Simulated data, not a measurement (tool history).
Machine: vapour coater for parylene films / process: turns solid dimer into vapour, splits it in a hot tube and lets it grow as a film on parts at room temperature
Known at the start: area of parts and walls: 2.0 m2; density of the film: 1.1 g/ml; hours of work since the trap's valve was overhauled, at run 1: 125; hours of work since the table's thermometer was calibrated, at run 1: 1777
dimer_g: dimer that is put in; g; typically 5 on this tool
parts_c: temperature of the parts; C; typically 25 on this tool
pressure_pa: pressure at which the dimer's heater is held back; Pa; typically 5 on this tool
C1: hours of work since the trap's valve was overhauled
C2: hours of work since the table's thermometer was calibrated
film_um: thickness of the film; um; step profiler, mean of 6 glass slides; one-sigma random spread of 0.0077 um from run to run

Run 1, day 0: usual settings; C1 125; C2 1777. Result: film_um 1.772 um.
Run 2, day 1.962: usual settings; C1 159; C2 1810. Result: film_um 1.776 um.
Run 3, day 5.058: usual settings; C1 211; C2 1863. Result: film_um 1.753 um.
Run 4, day 8.35: usual settings; C1 268; C2 1919. Result: film_um 1.718 um.
Run 5, day 10.108: usual settings; C1 298; C2 1950. Result: film_um 1.725 um.
Run 6, day 12.958: usual settings; C1 346; C2 1998. Result: film_um 1.716 um.
At day 14.629: trap's valve overhauled.
Run 7, day 16.308: usual settings; C1 29; C2 2052. Result: film_um 1.822 um.
Run 8, day 18.804: usual settings but parts_c 28 C; C1 71; C2 2095. Result: film_um 1.674 um.
Run 9, day 21.762: usual settings; C1 122; C2 2146. Result: film_um 1.785 um.
Run 10, day 23.208: usual settings but dimer_g 3 g; C1 146; C2 2170. Result: film_um 1.063 um.
Run 11, day 24.558: usual settings but dimer_g 3 g; C1 169; C2 2193. Result: film_um 1.057 um.
Run 12, day 25.912: usual settings but dimer_g 9 g; C1 193; C2 2216. Result: film_um 3.176 um.
Run 13, day 27.371: usual settings but dimer_g 9 g; C1 217; C2 2241. Result: film_um 3.167 um.
Run 14, day 30.529: usual settings but dimer_g 2 g, parts_c 30 C; C1 271; C2 2295. Result: film_um 0.61 um.
At day 30.804: table's thermometer calibrated.
Run 15, day 33.921: usual settings but parts_c 18 C, pressure_pa 5.66 Pa; C1 329; C2 53. Result: film_um 1.979 um.
At day 36.692: trap's valve overhauled.
Run 16, day 36.783: usual settings; C1 2; C2 99. Result: film_um 1.841 um.
Run 17, day 39.604: usual settings; C1 50; C2 147. Result: film_um 1.814 um.
Run 18, day 42.375: usual settings but parts_c 34 C; C1 97; C2 195. Result: film_um 1.453 um.
Run 19, day 44.646: usual settings but parts_c 34 C; C1 136; C2 233. Result: film_um 1.445 um.
Run 20, day 47.238: usual settings but parts_c 34 C; C1 180; C2 278. Result: film_um 1.433 um.
At day 48.1: table's thermometer calibrated, once more.
Run 21, day 49.783: usual settings but dimer_g 7 g, parts_c 26 C, pressure_pa 4.6 Pa; C1 223; C2 29. Result: film_um 2.428 um.
Run 22, day 51.692: usual settings but dimer_g 7 g, parts_c 26 C, pressure_pa 4.6 Pa; C1 255; C2 61. Result: film_um 2.4 um.
Run 23, day 54.808: usual settings but dimer_g 4 g, parts_c 18 C, pressure_pa 5.53 Pa; C1 309; C2 115. Result: film_um 1.59 um.
Run 24, day 57.55: usual settings but dimer_g 2 g, parts_c 21 C, pressure_pa 5.53 Pa; C1 355; C2 161. Result: film_um 0.725 um.
At day 58.754: trap's valve overhauled.
Run 25, day 59.725: usual settings but parts_c 33 C; C1 17; C2 196. Result: film_um 1.479 um.

Some steps in film_um between neighbouring runs. How much of each would the tool show without its hidden state too (settings, what came in, random variation), and how much is left for the hidden state, with any gauge scatter that isn't in both results?
What the log doesn't record here: vapour lost through the trap's worn valve, %; true temperature of the parts over the reading, C; drift of the gauge itself on film_um, %.
Run 6 -> 7: trap's valve overhauled. film_um +0.106 um: hidden state +0.107, all else -0.001.
Run 11 -> 12: dimer_g 3 -> 9. film_um +2.119 um: hidden state -0.07, all else +2.189.
Run 13 -> 14: dimer_g 9 -> 2, parts_c 25 -> 30. film_um -2.557 um: hidden state +0.086, all else -2.643.
Run 15 -> 16: parts_c 18 -> 25, pressure_pa 5.66 -> 5, trap's valve overhauled. film_um -0.138 um: hidden state +0.129, all else -0.267.
